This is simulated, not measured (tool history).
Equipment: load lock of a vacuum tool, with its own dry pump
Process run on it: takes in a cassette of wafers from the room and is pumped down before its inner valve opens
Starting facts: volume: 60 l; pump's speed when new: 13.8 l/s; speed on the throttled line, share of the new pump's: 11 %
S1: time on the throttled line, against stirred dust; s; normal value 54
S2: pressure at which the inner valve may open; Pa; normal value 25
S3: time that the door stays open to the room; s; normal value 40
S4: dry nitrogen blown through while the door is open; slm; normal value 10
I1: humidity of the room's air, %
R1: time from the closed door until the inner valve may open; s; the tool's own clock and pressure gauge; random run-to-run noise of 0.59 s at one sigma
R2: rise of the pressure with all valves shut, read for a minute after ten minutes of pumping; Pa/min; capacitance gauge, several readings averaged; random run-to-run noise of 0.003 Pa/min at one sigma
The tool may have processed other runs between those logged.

| run | hour | S1 | S2 | S3 | S4 | I1 | R1 | R2 |
|---|---|---|---|---|---|---|---|---|
| 1 | 0 | 54 | 25 | 40 | 10 | 41.9 | 86.4 | 0.03 |
| 2 | 228.9 | 54 | 25 | 78 | 10 | 42.7 | 87 | 0.044 |
| 3 | 476.3 | 54 | 25 | 78 | 10 | 43.4 | 87.1 | 0.043 |
| 4 | 836.8 | 54 | 25 | 78 | 10 | 45.1 | 88.1 | 0.044 |
| 5 | 1021.1 | 54 | 25 | 78 | 10 | 45.8 | 88.2 | 0.047 |
| 6 | 1343.6 | 54 | 25 | 78 | 10 | 44.4 | 88.4 | 0.052 |
| 7 | 1539.3 | 54 | 25 | 78 | 10 | 45.9 | 88.6 | 0.056 |
| 8 | 1743.9 | 54 | 25 | 78 | 10 | 44.6 | 89.9 | 0.055 |
| 9 | 2047.9 | 54 | 25 | 40 | 10 | 41.7 | 88 | 0.049 |
| 10 | 2276.2 | 58 | 25 | 28 | 5 | 48.6 | 92.1 | 0.053 |
| 11 | 2492.6 | 102 | 25 | 102 | 10 | 47 | 131.5 | 0.071 |
| 12 | 2686.4 | 102 | 25 | 155 | 10 | 44.9 | 130.9 | 0.082 |
| 13 | 2893.9 | 102 | 25 | 155 | 10 | 47.3 | 131.8 | 0.089 |
| 14 | 3128 | 104 | 39 | 40 | 13 | 42.1 | 132.3 | 0.061 |
| 15 | 3443.7 | 54 | 25 | 26 | 25 | 47.1 | 90.7 | 0.06 |
| 16 | 3664.8 | 54 | 19 | 40 | 10 | 44.6 | 93.3 | 0.07 |
| 17 | 3927.8 | 67 | 19 | 209 | 10 | 48 | 104.1 | 0.113 |
| 18 | 4219.6 | 87 | 40 | 40 | 10 | 46.5 | 118.2 | 0.084 |

5 options for the next run, each taken on its own from the tool as it stands now. Forecast them:
| A | 4399.7 | 87 | 40 | 134 | 6 | 41.3 | ? | ? |
| B | 4399.7 | 54 | 25 | 49 | 8 | 43.3 | ? | ? |
| C | 4399.7 | 81 | 25 | 92 | 10 | 47.3 | ? | ? |
| D | 4399.7 | 70 | 40 | 47 | 10 | 44.9 | ? | ? |
| E | 4399.7 | 46 | 40 | 163 | 41 | 46.8 | ? | ? |

| run | R1 | R2 |
|---|---|---|
| A | 117.3 | 0.104 |
| B | 91.9 | 0.084 |
| C | 115.1 | 0.096 |
| D | 102 | 0.088 |
| E | 82.6 | 0.084 |
With the hidden condition removed and each run's random variation left untouched, the same runs would have given:
| run | R1 | R2 |
|---|---|---|
| A | 111.6 | 0.041 |
| B | 84.8 | 0.02 |
| C | 108.8 | 0.033 |
| D | 95.9 | 0.025 |
| E | 75.9 | 0.021 |
